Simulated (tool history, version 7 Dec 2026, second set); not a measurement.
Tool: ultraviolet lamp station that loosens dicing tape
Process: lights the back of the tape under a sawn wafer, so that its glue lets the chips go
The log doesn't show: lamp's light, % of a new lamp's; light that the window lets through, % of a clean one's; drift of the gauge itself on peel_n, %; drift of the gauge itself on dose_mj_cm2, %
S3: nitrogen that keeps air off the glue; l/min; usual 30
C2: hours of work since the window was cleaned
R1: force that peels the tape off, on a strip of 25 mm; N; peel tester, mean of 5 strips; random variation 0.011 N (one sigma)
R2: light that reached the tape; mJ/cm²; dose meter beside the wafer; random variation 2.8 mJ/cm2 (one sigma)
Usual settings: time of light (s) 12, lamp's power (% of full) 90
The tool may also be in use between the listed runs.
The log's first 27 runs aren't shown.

run 28 hour=396.8 | time_of_light_(s)=24 lamp's_power_(%_of_full)=90 S3=31 | hours_of_work_of_the_lamp=381 C2=106 | R1=0.098 R2=707
run 29 hour=415.0 | time_of_light_(s)=24 lamp's_power_(%_of_full)=90 S3=31 | hours_of_work_of_the_lamp=393 C2=118 | R1=0.083 R2=701
run 30 hour=429.4 | time_of_light_(s)=24 lamp's_power_(%_of_full)=61 S3=31 | hours_of_work_of_the_lamp=403 C2=128 | R1=0.303 R2=477
run 31 hour=449.3 | time_of_light_(s)=24 lamp's_power_(%_of_full)=61 S3=31 | hours_of_work_of_the_lamp=416 C2=142 | R1=0.298 R2=467
run 32 hour=466.8 | time_of_light_(s)=8 lamp's_power_(%_of_full)=61 S3=31 | hours_of_work_of_the_lamp=428 C2=154 | R1=2.652 R2=158
run 33 hour=477.4 | time_of_light_(s)=23 lamp's_power_(%_of_full)=90 S3=30 | hours_of_work_of_the_lamp=435 C2=161 | R1=0.113 R2=657
run 34 hour=494.4 | time_of_light_(s)=23 lamp's_power_(%_of_full)=90 S3=30 | hours_of_work_of_the_lamp=447 C2=172 | R1=0.131 R2=657
run 35 hour=511.7 | time_of_light_(s)=23 lamp's_power_(%_of_full)=90 S3=30 | hours_of_work_of_the_lamp=459 C2=184 | R1=0.121 R2=654
run 36 hour=527.0 | time_of_light_(s)=19 lamp's_power_(%_of_full)=84 S3=33 | hours_of_work_of_the_lamp=469 C2=195 | R1=0.237 R2=503
run 37 hour=541.5 | time_of_light_(s)=12 lamp's_power_(%_of_full)=80 S3=30 | hours_of_work_of_the_lamp=479 C2=204 | R1=0.981 R2=295
run 38 hour=559.8 | time_of_light_(s)=12 lamp's_power_(%_of_full)=84 S3=37 | hours_of_work_of_the_lamp=491 C2=217 | R1=0.763 R2=313
run 39 hour=574.3 | time_of_light_(s)=12 lamp's_power_(%_of_full)=62 S3=37 | hours_of_work_of_the_lamp=501 C2=227 | R1=1.419 R2=230
run 40 hour=591.6 | time_of_light_(s)=7 lamp's_power_(%_of_full)=65 S3=37 | hours_of_work_of_the_lamp=513 C2=239 | R1=2.922 R2=139
run 41 hour=609.7 | time_of_light_(s)=7 lamp's_power_(%_of_full)=65 S3=37 | hours_of_work_of_the_lamp=525 C2=251 | R1=2.857 R2=142
run 42 hour=618.7 | time_of_light_(s)=12 lamp's_power_(%_of_full)=90 S3=10 | hours_of_work_of_the_lamp=531 C2=257 | R1=1.791 R2=331

5 ways to go on from here, each from the tool as it stands after run 42. What would each give?
run A hour=627.4 | time_of_light_(s)=8 lamp's_power_(%_of_full)=66 S3=43 | hours_of_work_of_the_lamp=537 C2=263 | R1=? R2=?
run B hour=627.4 | time_of_light_(s)=9 lamp's_power_(%_of_full)=62 S3=27 | hours_of_work_of_the_lamp=537 C2=263 | R1=? R2=?
run C hour=627.4 | time_of_light_(s)=8 lamp's_power_(%_of_full)=90 S3=11 | hours_of_work_of_the_lamp=537 C2=263 | R1=? R2=?
run D hour=627.4 | time_of_light_(s)=12 lamp's_power_(%_of_full)=71 S3=43 | hours_of_work_of_the_lamp=537 C2=263 | R1=? R2=?
run E hour=627.4 | time_of_light_(s)=12 lamp's_power_(%_of_full)=98 S3=10 | hours_of_work_of_the_lamp=537 C2=263 | R1=? R2=?

run=A R1=2.290 R2=158
run=B R1=2.728 R2=168
run=C R1=2.951 R2=220
run=D R1=1.039 R2=260
run=E R1=1.608 R2=356
Without the tool's hidden state the same runs would have given:
run=A R1=1.687 R2=195
run=B R1=2.069 R2=207
run=C R1=2.291 R2=271
run=D R1=0.647 R2=320
run=E R1=1.087 R2=439
